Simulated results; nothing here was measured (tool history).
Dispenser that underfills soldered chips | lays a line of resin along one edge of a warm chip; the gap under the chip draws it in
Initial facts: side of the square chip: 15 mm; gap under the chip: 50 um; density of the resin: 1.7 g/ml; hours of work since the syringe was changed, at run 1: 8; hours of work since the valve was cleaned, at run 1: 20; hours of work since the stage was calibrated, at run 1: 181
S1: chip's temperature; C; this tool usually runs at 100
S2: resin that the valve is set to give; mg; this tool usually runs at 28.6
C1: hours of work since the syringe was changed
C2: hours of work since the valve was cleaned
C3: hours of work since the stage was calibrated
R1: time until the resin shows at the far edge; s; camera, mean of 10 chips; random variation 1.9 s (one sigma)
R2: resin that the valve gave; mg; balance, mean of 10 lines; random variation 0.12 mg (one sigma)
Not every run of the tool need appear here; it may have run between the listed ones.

| run | hour | S1 | S2 | C1 | C2 | C3 | R1 | R2 |
|---|---|---|---|---|---|---|---|---|
| 1 | 0.0 | 100 | 28.6 | 8 | 20 | 181 | 343.8 | 28.13 |
|  | 3.3 | new syringe of resin |
| 2 | 10.7 | 100 | 28.6 | 5 | 28 | 189 | 288.8 | 27.75 |
|  | 17.0 | new syringe of resin |
| 3 | 17.3 | 100 | 28.6 | 0 | 32 | 193 | 186.9 | 27.71 |
| 4 | 26.7 | 100 | 28.6 | 7 | 39 | 200 | 322.4 | 27.76 |
|  | 30.8 | new syringe of resin |
| 5 | 35.5 | 100 | 28.6 | 3 | 46 | 207 | 244.4 | 27.26 |
|  | 44.5 | new syringe of resin |
| 6 | 45.8 | 100 | 28.6 | 1 | 53 | 214 | 200.5 | 27.22 |
| 7 | 52.0 | 100 | 28.6 | 6 | 58 | 219 | 289.9 | 27.21 |
|  | 58.2 | new syringe of resin |
| 8 | 63.7 | 100 | 28.6 | 4 | 66 | 227 | 251.3 | 26.89 |
|  | 71.5 | new syringe of resin |
| 9 | 74.2 | 100 | 28.6 | 2 | 73 | 235 | 220.2 | 26.76 |
| 10 | 83.6 | 100 | 28.6 | 9 | 80 | 241 | 377.8 | 26.65 |
|  | 85.4 | new syringe of resin |
| 11 | 93.6 | 100 | 30.5 | 6 | 88 | 249 | 302.1 | 28.20 |
|  | 99.1 | new syringe of resin |
| 12 | 100.1 | 100 | 30.5 | 1 | 92 | 253 | 198.8 | 28.02 |
| 13 | 111.4 | 100 | 30.5 | 9 | 101 | 262 | 370.2 | 27.68 |
|  | 112.4 | new syringe of resin |
| 14 | 118.4 | 100 | 30.5 | 4 | 106 | 267 | 262.7 | 27.94 |
|  | 126.2 | new syringe of resin |
| 15 | 126.9 | 100 | 30.5 | 0 | 112 | 273 | 194.8 | 27.60 |
| 16 | 133.1 | 107 | 28.6 | 5 | 116 | 277 | 229.4 | 25.64 |
|  | 139.9 | new syringe of resin |
| 17 | 144.2 | 107 | 28.6 | 3 | 124 | 285 | 198.8 | 25.49 |
|  | 148.7 | dispensing valve cleaned and set on the balance |
| 18 | 152.8 | 100 | 29.8 | 9 | 3 | 291 | 361.5 | 29.73 |
|  | 154.5 | new syringe of resin |
| 19 | 164.6 | 100 | 29.8 | 7 | 12 | 299 | 325.8 | 29.51 |
|  | 168.6 | new syringe of resin |
| 20 | 174.2 | 100 | 29.8 | 4 | 18 | 306 | 249.6 | 29.56 |
|  | 182.9 | new syringe of resin |
| 21 | 184.8 | 98 | 30.3 | 1 | 26 | 314 | 218.3 | 29.79 |
| 22 | 194.8 | 96 | 27.1 | 9 | 33 | 321 | 418.9 | 26.59 |
|  | 196.3 | new syringe of resin |
| 23 | 202.8 | 96 | 27.1 | 5 | 39 | 327 | 302.7 | 26.29 |
|  | 210.2 | new syringe of resin |
| 24 | 214.6 | 95 | 25.0 | 3 | 48 | 335 | 288.4 | 23.84 |
| 25 | 219.6 | 106 | 27.7 | 7 | 51 | 339 | 264.7 | 26.42 |

What will run 26 give?
|  | 223.6 | new syringe of resin |
| 26 | 230.4 | 106 | 27.7 | 5 | 59 | 347 | ? | ? |

{"run 26": {"R1": 229.9, "R2": 26.2}}
Had the tool carried no hidden state, the very same run would have given R1 157.3 s, R2 27.49 mg.

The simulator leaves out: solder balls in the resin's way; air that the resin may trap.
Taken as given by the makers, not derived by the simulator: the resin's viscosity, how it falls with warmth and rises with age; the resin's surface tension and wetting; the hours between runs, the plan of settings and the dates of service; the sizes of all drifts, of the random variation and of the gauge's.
